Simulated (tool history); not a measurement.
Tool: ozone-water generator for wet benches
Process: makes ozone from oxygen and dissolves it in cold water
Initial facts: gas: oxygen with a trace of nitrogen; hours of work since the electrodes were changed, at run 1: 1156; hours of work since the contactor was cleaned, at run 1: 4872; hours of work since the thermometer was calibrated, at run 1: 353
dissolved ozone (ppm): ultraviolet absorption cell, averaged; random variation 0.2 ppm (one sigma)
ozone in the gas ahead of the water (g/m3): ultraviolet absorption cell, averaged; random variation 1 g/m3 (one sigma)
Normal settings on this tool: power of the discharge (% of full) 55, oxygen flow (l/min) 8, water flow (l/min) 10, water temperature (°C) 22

run,day,power of the discharge (% of full),oxygen flow (l/min),water flow (l/min),water temperature (°C),hours of work since the electrodes were changed,hours of work since the contactor was cleaned,hours of work since the thermometer was calibrated,dissolved ozone (ppm),ozone in the gas ahead of the water (g/m3)
1,0,55,8,10,22,1156,4872,353,27.9,183.7
2,0.917,55,8,10,22,1176,4892,373,27.8,184.1
3,2.6,55,8,10,22,1211,4927,408,28.1,184.9
4,3.442,55,8,10,22,1229,4945,426,27.6,185.1
5,5.162,55,5.65,10,22,1265,4981,462,30.9,223.7
6,6.721,55,5.65,10,22,1298,5014,495,30.9,223.9
7,7.846,55,5.65,10,22,1322,5038,519,30.5,224.5
8,8.788,55,5.65,10,22,1342,5058,539,31.2,226.9
9,10.446,55,5.65,10,22,1377,5093,574,31,224.3
10,11.688,55,5.65,6,22,1403,5119,600,39.4,223.3
11,13.188,86,8,10,22,1435,5151,632,39,254.7
12,14.279,59,8,8,24,1458,5174,655,30.8,194.4
13,15.121,55,7.91,10,22,1475,5192,672,28.1,185.3
14,16.733,55,7.91,10,22,1510,5226,706,28.5,185.8
15,18.05,44,10.45,14,30,1537,5253,734,15.1,134.8
16,18.796,55,8,10,27,1553,5269,750,24.9,184.6
# day 19.371: contactor cleaned
17,20.408,81,4.08,9,26,1584,22,781,42.9,361.8
18,21.279,81,4.08,9,26,1602,40,799,42.6,362.9
19,22.404,55,12.43,8,16,1626,64,823,30.5,146.2

Branching from run 19: 3 alternative next runs. What would each branch give?
A,23.596,55,4.99,8,16,1651,89,848,?,?
B,23.596,55,8,10,22,1651,89,848,?,?
C,23.596,97,12.43,10,16,1651,89,848,?,?

run,dissolved ozone (ppm),ozone in the gas ahead of the water (g/m3)
A,40.6,241.9
B,27.9,186.2
C,42.3,218.9
What these runs would have given with no unlogged condition in the tool:
run,dissolved ozone (ppm),ozone in the gas ahead of the water (g/m3)
A,40.6,242
B,27.9,186.2
C,42.3,218.9

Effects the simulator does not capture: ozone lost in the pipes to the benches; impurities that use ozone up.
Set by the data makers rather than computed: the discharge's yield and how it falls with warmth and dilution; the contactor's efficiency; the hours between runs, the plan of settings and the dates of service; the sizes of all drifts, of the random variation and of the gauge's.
